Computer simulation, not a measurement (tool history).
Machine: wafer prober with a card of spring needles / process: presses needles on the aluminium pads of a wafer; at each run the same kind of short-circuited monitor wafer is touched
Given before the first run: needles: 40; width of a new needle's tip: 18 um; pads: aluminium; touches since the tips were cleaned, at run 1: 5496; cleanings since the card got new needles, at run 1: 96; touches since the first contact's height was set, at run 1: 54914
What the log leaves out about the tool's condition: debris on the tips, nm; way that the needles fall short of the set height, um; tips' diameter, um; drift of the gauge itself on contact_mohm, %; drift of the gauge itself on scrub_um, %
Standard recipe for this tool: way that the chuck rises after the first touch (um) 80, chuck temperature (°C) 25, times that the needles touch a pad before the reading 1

run	hour	way that the chuck rises after the first touch (um)	chuck temperature (°C)	times that the needles touch a pad before the reading	touches since the tips were cleaned	cleanings since the card got new needles	touches since the first contact's height was set	resistance of one needle with its contact and lead (mohm)	way that a needle slides on the pad (um)
1	0.0	80	25	1	5496	96	54914	261	17.34
# hour 2.8: tips cleaned on abrasive film
# hour 16.5: tips cleaned on abrasive film
# hour 27.4: tips cleaned on abrasive film
# hour 41.1: tips cleaned on abrasive film
2	45.0	80	25	1	2228	100	80308	211	17.28
# hour 53.2: tips cleaned on abrasive film
# hour 64.1: tips cleaned on abrasive film
# hour 77.8: tips cleaned on abrasive film
# hour 88.7: tips cleaned on abrasive film
# hour 97.2: height of the first contact set anew
# hour 102.7: tips cleaned on abrasive film
3	106.8	80	25	1	2350	105	5438	216	17.40
# hour 115.0: tips cleaned on abrasive film
# hour 128.7: tips cleaned on abrasive film
# hour 142.3: tips cleaned on abrasive film
4	152.9	80	25	1	5994	108	31509	266	17.36
# hour 155.7: tips cleaned on abrasive film
# hour 169.3: tips cleaned on abrasive film
# hour 183.0: tips cleaned on abrasive film
# hour 196.6: tips cleaned on abrasive film
# hour 210.3: tips cleaned on abrasive film
5	216.7	80	25	1	3679	113	67619	244	17.31
# hour 222.2: tips cleaned on abrasive film
# hour 235.9: tips cleaned on abrasive film
# hour 249.5: tips cleaned on abrasive film
# hour 263.2: tips cleaned on abrasive film
# hour 276.8: tips cleaned on abrasive film
6	282.4	80	25	1	3160	118	104753	232	17.22
# hour 287.9: tips cleaned on abrasive film
# hour 290.9: height of the first contact set anew
# hour 301.9: tips cleaned on abrasive film
# hour 315.5: tips cleaned on abrasive film
# hour 326.5: tips cleaned on abrasive film
7	328.8	80	109	1	1347	122	21423	196	17.39
# hour 339.8: tips cleaned on abrasive film
# hour 353.4: tips cleaned on abrasive film
# hour 367.1: tips cleaned on abrasive film
# hour 380.7: tips cleaned on abrasive film
8	384.0	99	109	1	1844	126	52609	179	21.41

Forecast run 9:
# hour 392.2: tips cleaned on abrasive film
# hour 403.1: tips cleaned on abrasive film
# hour 416.8: tips cleaned on abrasive film
# hour 427.7: tips cleaned on abrasive film
# hour 441.4: tips cleaned on abrasive film
# hour 452.7: tips cleaned on abrasive film
9	452.7	99	109	1	0	132	91434	?	?

{"run 9": {"resistance of one needle with its contact and lead (mohm)": 145, "way that a needle slides on the pad (um)": 21.36}}
If the tool had no hidden condition, the same run with the same run-to-run variation would have returned resistance of one needle with its contact and lead (mohm) 138, way that a needle slides on the pad (um) 21.53.
